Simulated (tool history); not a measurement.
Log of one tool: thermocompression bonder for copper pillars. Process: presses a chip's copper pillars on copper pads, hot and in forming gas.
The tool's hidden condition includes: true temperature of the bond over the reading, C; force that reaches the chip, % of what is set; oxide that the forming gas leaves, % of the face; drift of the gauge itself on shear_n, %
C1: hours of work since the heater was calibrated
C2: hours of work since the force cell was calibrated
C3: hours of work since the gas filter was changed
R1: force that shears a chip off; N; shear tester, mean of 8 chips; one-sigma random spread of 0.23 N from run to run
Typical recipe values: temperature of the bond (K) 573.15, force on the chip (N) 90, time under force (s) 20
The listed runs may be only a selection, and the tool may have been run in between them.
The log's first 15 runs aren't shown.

{"run": 16, "hour": 386.9, "temperature of the bond (K)": 556.15, "force on the chip (N)": 90, "time under force (s)": 20, "C1": 237, "C2": 833, "C3": 93, "R1": 33.2}
{"run": 17, "hour": 413.8, "temperature of the bond (K)": 556.15, "force on the chip (N)": 90, "time under force (s)": 20, "C1": 250, "C2": 846, "C3": 106, "R1": 33.5}
{"run": 18, "hour": 435.7, "temperature of the bond (K)": 573.15, "force on the chip (N)": 90, "time under force (s)": 20, "C1": 261, "C2": 857, "C3": 116, "R1": 40.9}
{"hour": 451.2, "done": "forming gas filter changed"}
{"run": 19, "hour": 452.5, "temperature of the bond (K)": 573.15, "force on the chip (N)": 90, "time under force (s)": 45, "C1": 268, "C2": 865, "C3": 1, "R1": 55.2}
{"run": 20, "hour": 478.2, "temperature of the bond (K)": 573.15, "force on the chip (N)": 90, "time under force (s)": 20, "C1": 281, "C2": 877, "C3": 13, "R1": 41.5}
{"run": 21, "hour": 498.3, "temperature of the bond (K)": 582.15, "force on the chip (N)": 74, "time under force (s)": 19, "C1": 290, "C2": 887, "C3": 23, "R1": 41.2}
{"run": 22, "hour": 534.9, "temperature of the bond (K)": 592.15, "force on the chip (N)": 77, "time under force (s)": 14, "C1": 308, "C2": 904, "C3": 40, "R1": 42.1}
{"run": 23, "hour": 555.4, "temperature of the bond (K)": 548.15, "force on the chip (N)": 81, "time under force (s)": 13, "C1": 318, "C2": 914, "C3": 50, "R1": 23.4}
{"run": 24, "hour": 593.2, "temperature of the bond (K)": 580.15, "force on the chip (N)": 76, "time under force (s)": 20, "C1": 336, "C2": 932, "C3": 68, "R1": 40.6}
{"run": 25, "hour": 619.7, "temperature of the bond (K)": 580.15, "force on the chip (N)": 76, "time under force (s)": 20, "C1": 349, "C2": 945, "C3": 81, "R1": 41.1}
{"run": 26, "hour": 635.7, "temperature of the bond (K)": 580.15, "force on the chip (N)": 76, "time under force (s)": 20, "C1": 357, "C2": 953, "C3": 89, "R1": 40.6}
{"run": 27, "hour": 666.5, "temperature of the bond (K)": 579.15, "force on the chip (N)": 74, "time under force (s)": 20, "C1": 371, "C2": 968, "C3": 104, "R1": 39.4}
{"run": 28, "hour": 702.8, "temperature of the bond (K)": 559.15, "force on the chip (N)": 107, "time under force (s)": 24, "C1": 389, "C2": 985, "C3": 121, "R1": 40.4}
{"hour": 709.8, "done": "forming gas filter changed"}
{"run": 29, "hour": 724.9, "temperature of the bond (K)": 573.15, "force on the chip (N)": 57, "time under force (s)": 31, "C1": 399, "C2": 995, "C3": 7, "R1": 37.6}
{"run": 30, "hour": 751.6, "temperature of the bond (K)": 573.15, "force on the chip (N)": 90, "time under force (s)": 37, "C1": 412, "C2": 1008, "C3": 20, "R1": 51.4}
{"run": 31, "hour": 769.2, "temperature of the bond (K)": 573.15, "force on the chip (N)": 90, "time under force (s)": 37, "C1": 421, "C2": 1017, "C3": 29, "R1": 51}
{"run": 32, "hour": 786.2, "temperature of the bond (K)": 573.15, "force on the chip (N)": 90, "time under force (s)": 37, "C1": 429, "C2": 1025, "C3": 37, "R1": 50.9}
{"run": 33, "hour": 807.5, "temperature of the bond (K)": 590.15, "force on the chip (N)": 109, "time under force (s)": 20, "C1": 439, "C2": 1035, "C3": 47, "R1": 54.3}
{"run": 34, "hour": 833.1, "temperature of the bond (K)": 590.15, "force on the chip (N)": 109, "time under force (s)": 20, "C1": 451, "C2": 1048, "C3": 59, "R1": 53.9}
{"run": 35, "hour": 859.0, "temperature of the bond (K)": 590.15, "force on the chip (N)": 100, "time under force (s)": 20, "C1": 464, "C2": 1060, "C3": 72, "R1": 51.6}
{"run": 36, "hour": 887.2, "temperature of the bond (K)": 556.15, "force on the chip (N)": 123, "time under force (s)": 45, "C1": 477, "C2": 1074, "C3": 85, "R1": 51.5}
{"run": 37, "hour": 908.4, "temperature of the bond (K)": 556.15, "force on the chip (N)": 123, "time under force (s)": 45, "C1": 488, "C2": 1084, "C3": 96, "R1": 51.3}
{"run": 38, "hour": 946.8, "temperature of the bond (K)": 573.15, "force on the chip (N)": 91, "time under force (s)": 18, "C1": 506, "C2": 1102, "C3": 114, "R1": 39}
{"run": 39, "hour": 963.7, "temperature of the bond (K)": 559.15, "force on the chip (N)": 69, "time under force (s)": 18, "C1": 514, "C2": 1110, "C3": 122, "R1": 27.4}

Branching from run 39: 4 alternative next runs. What would each branch give?
{"hour": 967.6, "done": "forming gas filter changed"}
{"run": "A", "hour": 996.0, "temperature of the bond (K)": 559.15, "force on the chip (N)": 69, "time under force (s)": 11, "C1": 529, "C2": 1126, "C3": 14, "R1": "?"}
{"hour": 967.6, "done": "forming gas filter changed"}
{"run": "B", "hour": 996.0, "temperature of the bond (K)": 559.15, "force on the chip (N)": 70, "time under force (s)": 32, "C1": 529, "C2": 1126, "C3": 14, "R1": "?"}
{"hour": 967.6, "done": "forming gas filter changed"}
{"run": "C", "hour": 996.0, "temperature of the bond (K)": 571.15, "force on the chip (N)": 105, "time under force (s)": 13, "C1": 529, "C2": 1126, "C3": 14, "R1": "?"}
{"hour": 967.6, "done": "forming gas filter changed"}
{"run": "D", "hour": 996.0, "temperature of the bond (K)": 555.15, "force on the chip (N)": 69, "time under force (s)": 18, "C1": 529, "C2": 1126, "C3": 14, "R1": "?"}

run=A R1=22.8
run=B R1=35.5
run=C R1=37.5
run=D R1=26.5
Without the tool's unlogged condition, the same runs would have read:
run=A R1=24.1
run=B R1=37.3
run=C R1=39.2
run=D R1=27.9
